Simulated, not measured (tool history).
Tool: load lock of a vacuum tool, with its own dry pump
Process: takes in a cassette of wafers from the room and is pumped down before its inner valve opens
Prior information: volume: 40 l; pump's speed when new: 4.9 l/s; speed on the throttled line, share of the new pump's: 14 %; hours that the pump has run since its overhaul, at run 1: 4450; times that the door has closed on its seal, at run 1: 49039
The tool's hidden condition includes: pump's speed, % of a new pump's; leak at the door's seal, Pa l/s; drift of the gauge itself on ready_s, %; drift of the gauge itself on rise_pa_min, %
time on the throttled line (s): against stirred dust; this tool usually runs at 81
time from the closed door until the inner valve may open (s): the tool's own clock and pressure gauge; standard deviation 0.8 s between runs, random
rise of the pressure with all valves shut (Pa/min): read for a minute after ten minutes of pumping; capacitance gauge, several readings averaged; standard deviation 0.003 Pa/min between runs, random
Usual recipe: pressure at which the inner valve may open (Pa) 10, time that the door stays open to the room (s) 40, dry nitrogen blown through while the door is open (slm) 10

run    hour  time on the throttled line (s)  pressure at which the inner valve may open (Pa)  time that the door stays open to the room (s)  dry nitrogen blown through while the door is open (slm)  hours that the pump has run since its overhaul  times that the door has closed on its seal  incoming humidity of the room's air, %  time from the closed door until the inner valve may open (s)  rise of the pressure with all valves shut (Pa/min)
  1     0.0                              81                                               10                                             40                                                       10                                            4450                                       49039                                    45.9                                                         148.9                                               0.497
  2    97.6                              81                                               10                                             40                                                       10                                            4548                                       49359                                    47.2                                                         147.5                                               0.515
  3   148.8                              81                                               10                                             40                                                       10                                            4599                                       49527                                    43.1                                                         147.9                                               0.500
  4   230.7                              81                                               10                                             66                                                       10                                            4681                                       49795                                    46.0                                                         148.2                                               0.519
  5   295.8                              81                                               10                                             40                                                       10                                            4746                                       50008                                    45.1                                                         149.2                                               0.514
  6   345.1                              81                                               10                                             40                                                       10                                            4795                                       50169                                    45.9                                                         147.5                                               0.514
  7   432.2                              81                                               10                                             40                                                        8                                            4882                                       50455                                    46.0                                                         147.9                                               0.524
  8   522.3                              44                                               10                                             40                                                       10                                            4973                                       50749                                    45.1                                                         116.6                                               0.530
  9   582.1                              44                                               12                                             40                                                       10                                            5032                                       50945                                    42.0                                                         116.0                                               0.510
 10   629.4                             154                                               10                                             40                                                       10                                            5080                                       51100                                    44.0                                                         210.5                                               0.531
 11   687.9                             139                                               10                                             40                                                       10                                            5138                                       51292                                    46.8                                                         199.2                                               0.536
 12   767.1                             139                                               10                                             40                                                       10                                            5217                                       51551                                    45.1                                                         197.9                                               0.539
 13   836.7                              54                                               10                                             40                                                       10                                            5287                                       51779                                    42.6                                                         125.8                                               0.539
 14   896.3                             160                                               12                                             40                                                       28                                            5347                                       51974                                    44.5                                                         215.5                                               0.530
 15   947.5                             160                                               12                                             40                                                       28                                            5398                                       52142                                    46.2                                                         216.1                                               0.543
 16   995.9                              64                                                9                                            172                                                       14                                            5446                                       52300                                    41.9                                                         135.1                                               0.564
 17  1044.5                              59                                                9                                            121                                                        7                                            5495                                       52459                                    47.2                                                         132.0                                               0.596

Run 18 is up next; what results do you expect?
 18  1144.6                              45                                               11                                            181                                                       37                                            5595                                       52787                                    44.3                                                             ?                                                   ?

Logged for run 18: time from the closed door until the inner valve may open (s) 117.3, rise of the pressure with all valves shut (Pa/min) 0.555.
The same run, on a tool lacking any hidden state, would have yielded time from the closed door until the inner valve may open (s) 113.8, rise of the pressure with all valves shut (Pa/min) 0.039.
